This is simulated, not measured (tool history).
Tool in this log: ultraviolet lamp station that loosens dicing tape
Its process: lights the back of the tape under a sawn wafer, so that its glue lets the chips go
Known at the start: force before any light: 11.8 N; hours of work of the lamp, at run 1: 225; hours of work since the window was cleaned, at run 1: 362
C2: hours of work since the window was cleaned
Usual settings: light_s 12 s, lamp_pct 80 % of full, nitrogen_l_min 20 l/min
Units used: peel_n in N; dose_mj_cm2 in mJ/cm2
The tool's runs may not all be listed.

Run 1, day 0.000: usual settings; hours of work of the lamp 225; C2 362. Result: peel_n 0.462 N, dose_mj_cm2 306 mJ/cm2.
Run 2, day 0.338: usual settings; hours of work of the lamp 231; C2 368. Result: peel_n 0.478 N, dose_mj_cm2 310 mJ/cm2.
Run 3, day 0.583: usual settings; hours of work of the lamp 236; C2 373. Result: peel_n 0.476 N, dose_mj_cm2 305 mJ/cm2.
Run 4, day 0.896: usual settings; hours of work of the lamp 242; C2 379. Result: peel_n 0.476 N, dose_mj_cm2 306 mJ/cm2.
Run 5, day 1.142: usual settings; hours of work of the lamp 246; C2 384. Result: peel_n 0.450 N, dose_mj_cm2 305 mJ/cm2.
Run 6, day 1.342: usual settings but nitrogen_l_min 18 l/min; hours of work of the lamp 250; C2 387. Result: peel_n 0.509 N, dose_mj_cm2 308 mJ/cm2.
Run 7, day 1.717: usual settings but nitrogen_l_min 18 l/min; hours of work of the lamp 257; C2 395. Result: peel_n 0.492 N, dose_mj_cm2 308 mJ/cm2.
Run 8, day 2.108: usual settings; hours of work of the lamp 265; C2 402. Result: peel_n 0.460 N, dose_mj_cm2 301 mJ/cm2.
Run 9, day 2.329: usual settings; hours of work of the lamp 269; C2 406. Result: peel_n 0.487 N, dose_mj_cm2 306 mJ/cm2.
Run 10, day 2.771: usual settings; hours of work of the lamp 277; C2 415. Result: peel_n 0.465 N, dose_mj_cm2 308 mJ/cm2.
Run 11, day 3.154: usual settings; hours of work of the lamp 284; C2 422. Result: peel_n 0.465 N, dose_mj_cm2 310 mJ/cm2.
Run 12, day 3.596: usual settings; hours of work of the lamp 293; C2 430. Result: peel_n 0.465 N, dose_mj_cm2 306 mJ/cm2.
Run 13, day 4.012: usual settings; hours of work of the lamp 301; C2 438. Result: peel_n 0.468 N, dose_mj_cm2 305 mJ/cm2.
Run 14, day 4.200: usual settings; hours of work of the lamp 304; C2 442. Result: peel_n 0.451 N, dose_mj_cm2 309 mJ/cm2.
Run 15, day 4.562: usual settings but light_s 15 s, lamp_pct 65 % of full, nitrogen_l_min 34 l/min; hours of work of the lamp 311; C2 449. Result: peel_n 0.329 N, dose_mj_cm2 310 mJ/cm2.
Run 16, day 4.983: usual settings but light_s 9 s, nitrogen_l_min 33 l/min; hours of work of the lamp 319; C2 457. Result: peel_n 0.572 N, dose_mj_cm2 234 mJ/cm2.
Run 17, day 5.312: usual settings but light_s 10 s, nitrogen_l_min 8 l/min; hours of work of the lamp 325; C2 463. Result: peel_n 1.545 N, dose_mj_cm2 259 mJ/cm2.
Run 18, day 5.571: usual settings but light_s 11 s, nitrogen_l_min 31 l/min; hours of work of the lamp 330; C2 468. Result: peel_n 0.419 N, dose_mj_cm2 281 mJ/cm2.
Run 19, day 5.842: usual settings but light_s 11 s; hours of work of the lamp 335; C2 473. Result: peel_n 0.548 N, dose_mj_cm2 278 mJ/cm2.
Run 20, day 6.046: usual settings but light_s 11 s; hours of work of the lamp 339; C2 477. Result: peel_n 0.544 N, dose_mj_cm2 282 mJ/cm2.
Run 21, day 6.271: usual settings but light_s 11 s; hours of work of the lamp 344; C2 481. Result: peel_n 0.557 N, dose_mj_cm2 280 mJ/cm2.
Run 22, day 6.625: usual settings but light_s 21 s, lamp_pct 73 % of full, nitrogen_l_min 9 l/min; hours of work of the lamp 350; C2 488. Result: peel_n 0.401 N, dose_mj_cm2 486 mJ/cm2.

Predict the results of run 23:
Run 23, day 6.971: usual settings but light_s 8 s, nitrogen_l_min 7 l/min; hours of work of the lamp 357; C2 494. Result: peel_n ?, dose_mj_cm2 ?.

Run 23 produced peel_n 2.458 N, dose_mj_cm2 206 mJ/cm2.
With no hidden state in the tool, this same run would have given peel_n 2.448 N, dose_mj_cm2 206 mJ/cm2.
